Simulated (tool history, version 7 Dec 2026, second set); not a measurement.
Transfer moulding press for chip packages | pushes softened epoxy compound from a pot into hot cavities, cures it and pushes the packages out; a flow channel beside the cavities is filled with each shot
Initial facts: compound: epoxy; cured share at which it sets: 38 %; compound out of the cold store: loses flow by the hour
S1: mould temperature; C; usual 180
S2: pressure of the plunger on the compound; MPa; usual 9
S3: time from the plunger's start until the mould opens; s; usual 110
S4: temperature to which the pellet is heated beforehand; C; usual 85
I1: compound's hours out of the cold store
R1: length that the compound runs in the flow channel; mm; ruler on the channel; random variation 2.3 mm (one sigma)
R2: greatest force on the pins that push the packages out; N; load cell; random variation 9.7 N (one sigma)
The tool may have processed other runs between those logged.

run   hour   S1     S2   S3  S4    I1   R1   R2
  1      0  180      9  110  85  27.5  506  428
  2   12.8  180      9  110  85  46.2  458  414
  3   18.9  180      9  121  85    22  526  385
  4   29.2  180      9  121  85  11.6  556  398
  5   39.2  180      9  121  85  19.3  530  378
  6   47.8  180      9  110  85  25.2  509  415
  7   57.9  180      9  110  85  43.6  466  417
  8     72  180      9  110  85  24.3  517  427
  9   79.2  180      9  110  92  13.8  548  441
 10   91.7  180      9  110  92  11.7  554  442
 11   97.9  180      9  110  92  13.6  549  433
 12    108  180      9  110  92  33.3  489  415
 13  118.1  180      9  110  92  38.2  481  404
 14    131  183      9  110  85  28.5  494  379
 15  138.1  183   9.29  110  93  46.4  452  380
 16    146  183   9.29   96  77  14.4  546  486
 17  151.9  180  10.54  110  85  43.5  501  418
 18  160.2  187  10.54   94  85    22  542  387
 19  170.3  180      9  147  85  35.1  483  339
 20  177.4  185      9  147  85  45.8  444  317
 21  185.1  186   8.23   98  82  25.6  475  379
 22  192.9  183   9.59  110  85  41.8  473  367
 23  209.5  183   9.59  110  85  39.8  482  353
 24  215.1  174   9.59  139  81  18.9  573  424
 25    228  187   7.36  105  81  38.4  416  338
 26  237.4  173  10.42  121  94  14.9  610  617
 27  245.2  173   9.93  150  94  45.3  500  400
 28  258.5  181   7.44  101  77    40  426  447

Not shown here: 7 entries made in the log between runs. Locate each between two listed runs and compare the hidden state at the listed run before it with the hidden state at the listed run after it:
Between runs 3 and 4: cavities cleaned with cleaning compound and waxed (hour 25.5)
  grip of the stained cavities, % over clean ones': 1.3 -> 0.2
Between runs 7 and 8: cavities cleaned with cleaning compound and waxed (hour 69.3)
  pressure that reaches the compound, % of what is set: 99.84 -> 99.83; grip of the stained cavities, % over clean ones': 1.3 -> 0.2
Between runs 12 and 13: cavities cleaned with cleaning compound and waxed (hour 113.4)
  pressure that reaches the compound, % of what is set: 99.82 -> 99.81; grip of the stained cavities, % over clean ones': 1.4 -> 0.3
Between runs 17 and 18: cavities cleaned with cleaning compound and waxed (hour 158)
  pressure that reaches the compound, % of what is set: 99.8 -> 99.79; grip of the stained cavities, % over clean ones': 1.4 -> 0.1
Between runs 22 and 23: cavities cleaned with cleaning compound and waxed (hour 202.2); plunger's sealing rings changed (hour 206.5)
  pressure that reaches the compound, % of what is set: 99.78 -> 99.99; grip of the stained cavities, % over clean ones': 1.3 -> 0.3
Between runs 27 and 28: cavities cleaned with cleaning compound and waxed (hour 248.8)
  grip of the stained cavities, % over clean ones': 1.5 -> 0.5
